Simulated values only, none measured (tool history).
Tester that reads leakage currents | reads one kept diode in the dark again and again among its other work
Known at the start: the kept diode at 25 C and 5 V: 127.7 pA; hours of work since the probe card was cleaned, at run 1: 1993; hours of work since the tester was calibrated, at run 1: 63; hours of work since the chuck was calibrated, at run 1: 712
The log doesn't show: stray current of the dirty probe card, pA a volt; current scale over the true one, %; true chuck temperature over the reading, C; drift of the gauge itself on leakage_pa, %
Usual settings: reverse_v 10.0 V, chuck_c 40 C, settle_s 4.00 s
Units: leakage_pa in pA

| run | hour | reverse_v | chuck_c | settle_s | hours of work since the probe card was cleaned | hours of work since the tester was calibrated | hours of work since the chuck was calibrated | leakage_pa |
|---|---|---|---|---|---|---|---|---|
| 1 | 0.0 | 10.0 | 40 | 4.00 | 1993 | 63 | 712 | 502.54 |
| 2 | 73.6 | 10.0 | 40 | 4.00 | 2049 | 119 | 768 | 499.68 |
| 3 | 185.8 | 10.0 | 40 | 4.00 | 2135 | 204 | 853 | 497.04 |
| 4 | 300.8 | 8.2 | 40 | 4.00 | 2222 | 291 | 940 | 449.64 |
| 5 | 413.4 | 8.2 | 40 | 4.00 | 2307 | 377 | 1026 | 443.75 |
|  | 470.7 | chuck's temperature calibrated |
| 6 | 529.1 | 9.7 | 40 | 4.00 | 2394 | 463 | 44 | 458.82 |
| 7 | 628.5 | 11.3 | 40 | 4.00 | 2469 | 539 | 120 | 490.01 |
|  | 680.6 | chuck's temperature calibrated, once more |
| 8 | 725.6 | 10.0 | 27 | 4.00 | 2542 | 611 | 34 | 220.48 |
| 9 | 791.8 | 4.4 | 40 | 4.00 | 2592 | 661 | 84 | 352.12 |
| 10 | 852.8 | 10.0 | 40 | 4.00 | 2638 | 708 | 131 | 527.72 |
| 11 | 975.9 | 10.0 | 40 | 4.00 | 2732 | 801 | 224 | 523.23 |
| 12 | 1060.3 | 10.0 | 40 | 4.00 | 2796 | 865 | 288 | 521.39 |
| 13 | 1142.7 | 10.0 | 40 | 4.00 | 2858 | 928 | 351 | 513.59 |
| 14 | 1201.3 | 10.0 | 40 | 4.00 | 2903 | 972 | 396 | 513.22 |
| 15 | 1262.8 | 10.0 | 40 | 4.00 | 2950 | 1019 | 442 | 512.66 |
|  | 1365.5 | probe card cleaned and baked |
| 16 | 1365.5 | 10.0 | 40 | 4.00 | 0 | 1095 | 518 | 494.51 |
| 17 | 1440.2 | 10.0 | 40 | 4.00 | 57 | 1151 | 575 | 490.74 |
| 18 | 1517.6 | 10.0 | 40 | 4.00 | 116 | 1210 | 633 | 491.06 |
| 19 | 1577.3 | 10.0 | 40 | 4.00 | 161 | 1256 | 679 | 486.85 |
| 20 | 1648.1 | 10.0 | 40 | 4.00 | 215 | 1309 | 733 | 485.49 |
| 21 | 1749.4 | 9.8 | 26 | 0.55 | 292 | 1386 | 810 | 182.02 |
| 22 | 1821.0 | 10.0 | 42 | 4.00 | 346 | 1441 | 864 | 550.23 |
| 23 | 1939.8 | 10.0 | 42 | 4.00 | 436 | 1531 | 954 | 543.98 |
| 24 | 2009.7 | 10.0 | 42 | 4.00 | 489 | 1584 | 1007 | 543.24 |
| 25 | 2065.9 | 10.0 | 42 | 4.00 | 532 | 1627 | 1050 | 541.28 |
|  | 2093.3 | chuck's temperature calibrated |
| 26 | 2155.8 | 2.3 | 39 | 1.02 | 599 | 1693 | 47 | 234.12 |
| 27 | 2279.2 | 2.3 | 39 | 1.02 | 693 | 1787 | 141 | 232.52 |

Run 28 comes next. What will it give?
| 28 | 2378.8 | 2.3 | 39 | 1.02 | 768 | 1863 | 217 | ? |

Run 28 gave leakage_pa 229.26 pA.
Without the tool's hidden state the same run would have given leakage_pa 236.23 pA.
